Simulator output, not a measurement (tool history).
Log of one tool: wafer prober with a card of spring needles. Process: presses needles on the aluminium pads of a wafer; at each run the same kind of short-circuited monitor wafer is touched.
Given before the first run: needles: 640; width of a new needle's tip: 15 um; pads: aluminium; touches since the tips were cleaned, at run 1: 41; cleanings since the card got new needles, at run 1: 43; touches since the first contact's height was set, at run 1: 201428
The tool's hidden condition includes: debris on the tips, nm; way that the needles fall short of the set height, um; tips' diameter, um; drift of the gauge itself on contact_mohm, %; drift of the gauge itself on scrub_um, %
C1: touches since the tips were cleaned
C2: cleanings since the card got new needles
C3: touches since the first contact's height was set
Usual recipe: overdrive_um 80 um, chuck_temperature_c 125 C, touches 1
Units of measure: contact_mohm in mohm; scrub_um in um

Run 1, day 0: usual settings; C1 41; C2 43; C3 201428. Result: contact_mohm 189 mohm, scrub_um 20.37 um.
At day 1.696: tips cleaned on abrasive film.
Run 2, day 2.275: usual settings; C1 2981; C2 44; C3 213101. Result: contact_mohm 185 mohm, scrub_um 20.36 um.
At day 3.367: tips cleaned on abrasive film.
Run 3, day 4.229: usual settings; C1 4417; C2 45; C3 223120. Result: contact_mohm 189 mohm, scrub_um 20.45 um.
At day 5.083: tips cleaned on abrasive film.
At day 5.767: height of the first contact set anew.
Run 4, day 6.188: usual settings but chuck_temperature_c 98 C; C1 5615; C2 46; C3 2154. Result: contact_mohm 186 mohm, scrub_um 20.39 um.
At day 6.767: tips cleaned on abrasive film.
Run 5, day 7.504: usual settings but chuck_temperature_c 98 C; C1 3791; C2 47; C3 8903. Result: contact_mohm 184 mohm, scrub_um 20.35 um.
At day 8.55: tips cleaned on abrasive film.
Run 6, day 9.208: usual settings but chuck_temperature_c 98 C; C1 3399; C2 48; C3 17649. Result: contact_mohm 186 mohm, scrub_um 20.33 um.
At day 10.288: tips cleaned on abrasive film.
Run 7, day 10.7: usual settings but chuck_temperature_c 98 C; C1 2108; C2 49; C3 25281. Result: contact_mohm 181 mohm, scrub_um 20.37 um.
At day 12.092: tips cleaned on abrasive film.
Run 8, day 12.55: usual settings but chuck_temperature_c 98 C; C1 2362; C2 50; C3 34790. Result: contact_mohm 186 mohm, scrub_um 20.24 um.
Run 9, day 13.512: usual settings; C1 7309; C2 50; C3 39737. Result: contact_mohm 190 mohm, scrub_um 20.32 um.
At day 13.812: tips cleaned on abrasive film.
Run 10, day 15.083: usual settings but overdrive_um 97 um; C1 6547; C2 51; C3 47790. Result: contact_mohm 185 mohm, scrub_um 24.63 um.
At day 15.496: tips cleaned on abrasive film.
Run 11, day 16.404: usual settings but overdrive_um 97 um; C1 4671; C2 52; C3 54552. Result: contact_mohm 188 mohm, scrub_um 24.6 um.
At day 17.275: tips cleaned on abrasive film.
Run 12, day 17.754: usual settings; C1 2456; C2 53; C3 61463. Result: contact_mohm 192 mohm, scrub_um 20.32 um.
Run 13, day 18.912: usual settings but touches 2; C1 8427; C2 53; C3 67434. Result: contact_mohm 190 mohm, scrub_um 20.25 um.
At day 19.096: tips cleaned on abrasive film.
Run 14, day 20.646: usual settings but touches 2; C1 7952; C2 54; C3 76309. Result: contact_mohm 192 mohm, scrub_um 20.21 um.
At day 20.808: tips cleaned on abrasive film.
Run 15, day 21.733: usual settings; C1 4753; C2 55; C3 81892. Result: contact_mohm 189 mohm, scrub_um 20.23 um.
At day 22.483: tips cleaned on abrasive film.
Run 16, day 23: usual settings; C1 2650; C2 56; C3 88368. Result: contact_mohm 191 mohm, scrub_um 20.25 um.
At day 24.271: tips cleaned on abrasive film.
Run 17, day 24.592: usual settings but overdrive_um 68 um, chuck_temperature_c 95 C; C1 1638; C2 57; C3 96531. Result: contact_mohm 187 mohm, scrub_um 17.21 um.
Run 18, day 25.538: usual settings but overdrive_um 68 um, chuck_temperature_c 95 C; C1 6506; C2 57; C3 101399. Result: contact_mohm 188 mohm, scrub_um 17.17 um.
At day 26: tips cleaned on abrasive film.
At day 27.675: tips cleaned on abrasive film.
Run 19, day 27.738: usual settings but overdrive_um 68 um, chuck_temperature_c 95 C; C1 319; C2 59; C3 112673. Result: contact_mohm 187 mohm, scrub_um 17.14 um.
At day 29.425: tips cleaned on abrasive film.
Run 20, day 30: usual settings but overdrive_um 68 um, chuck_temperature_c 95 C; C1 2954; C2 60; C3 124274. Result: contact_mohm 187 mohm, scrub_um 17.13 um.
At day 31.267: tips cleaned on abrasive film.
Run 21, day 32.296: usual settings but chuck_temperature_c 80 C; C1 5298; C2 61; C3 136068. Result: contact_mohm 178 mohm, scrub_um 20.16 um.
At day 33.021: tips cleaned on abrasive film.
Run 22, day 33.65: usual settings but overdrive_um 81 um, chuck_temperature_c 27 C; C1 3225; C2 62; C3 142995. Result: contact_mohm 169 mohm, scrub_um 20.36 um.
At day 34.721: tips cleaned on abrasive film.
Run 23, day 35.683: usual settings but overdrive_um 77 um; C1 4952; C2 63; C3 153425. Result: contact_mohm 191 mohm, scrub_um 19.34 um.
At day 36.442: tips cleaned on abrasive film.
Run 24, day 37.05: usual settings but overdrive_um 77 um; C1 3128; C2 64; C3 160425. Result: contact_mohm 191 mohm, scrub_um 19.35 um.
At day 38.154: tips cleaned on abrasive film.
Run 25, day 38.788: usual settings but overdrive_um 65 um, chuck_temperature_c 73 C, touches 3; C1 3248; C2 65; C3 169343. Result: contact_mohm 180 mohm, scrub_um 16.29 um.
At day 39.854: tips cleaned on abrasive film.
Run 26, day 40.7: usual settings but overdrive_um 65 um, chuck_temperature_c 73 C, touches 3; C1 4353; C2 66; C3 179161. Result: contact_mohm 184 mohm, scrub_um 16.31 um.
At day 41.638: tips cleaned on abrasive film.
Run 27, day 42.912: usual settings but overdrive_um 89 um, chuck_temperature_c 41 C, touches 2; C1 6560; C2 67; C3 190514. Result: contact_mohm 170 mohm, scrub_um 22.3 um.
At day 43.3: tips cleaned on abrasive film.
Run 28, day 44.196: usual settings but overdrive_um 86 um, touches 2; C1 4601; C2 68; C3 197084. Result: contact_mohm 191 mohm, scrub_um 21.58 um.
At day 45.112: tips cleaned on abrasive film.
Run 29, day 46.133: usual settings but overdrive_um 86 um, chuck_temperature_c 110 C; C1 5262; C2 69; C3 207028. Result: contact_mohm 186 mohm, scrub_um 21.59 um.
At day 46.796: tips cleaned on abrasive film.
Run 30, day 48.275: usual settings but overdrive_um 86 um, chuck_temperature_c 61 C; C1 7621; C2 70; C3 218019. Result: contact_mohm 178 mohm, scrub_um 21.54 um.
At day 48.492: tips cleaned on abrasive film.
Run 31, day 49.867: usual settings but overdrive_um 70 um, chuck_temperature_c 50 C; C1 7068; C2 71; C3 226167. Result: contact_mohm 179 mohm, scrub_um 17.53 um.
At day 50.208: tips cleaned on abrasive film.
At day 50.796: height of the first contact set anew.
Run 32, day 51.288: usual settings but overdrive_um 70 um, chuck_temperature_c 50 C, touches 2; C1 5481; C2 72; C3 2532. Result: contact_mohm 177 mohm, scrub_um 17.48 um.

Branching from run 32: 5 alternative next runs. What would each branch give?
At day 51.912: tips cleaned on abrasive film.
Run A, day 53.125: usual settings but overdrive_um 100 um, chuck_temperature_c 49 C, touches 3; C1 6238; C2 73; C3 11949. Result: contact_mohm ?, scrub_um ?.
At day 51.912: tips cleaned on abrasive film.
Run B, day 53.125: usual settings; C1 6238; C2 73; C3 11949. Result: contact_mohm ?, scrub_um ?.
At day 51.912: tips cleaned on abrasive film.
Run C, day 53.125: usual settings but overdrive_um 70 um, chuck_temperature_c 50 C; C1 6238; C2 73; C3 11949. Result: contact_mohm ?, scrub_um ?.
At day 51.912: tips cleaned on abrasive film.
Run D, day 53.125: usual settings but chuck_temperature_c 60 C; C1 6238; C2 73; C3 11949. Result: contact_mohm ?, scrub_um ?.
At day 51.912: tips cleaned on abrasive film.
Run E, day 53.125: usual settings but chuck_temperature_c 49 C; C1 6238; C2 73; C3 11949. Result: contact_mohm ?, scrub_um ?.

run  contact_mohm  scrub_um
  A           172     24.96
  B           189     19.96
  C           176     17.48
  D           175     19.99
  E           174     19.97
The same runs, with their run-to-run variation unchanged, on a tool lacking any hidden condition would have given:
run  contact_mohm  scrub_um
  A           172     25.51
  B           188     20.39
  C           174     17.86
  D           174     20.42
  E           173     20.41
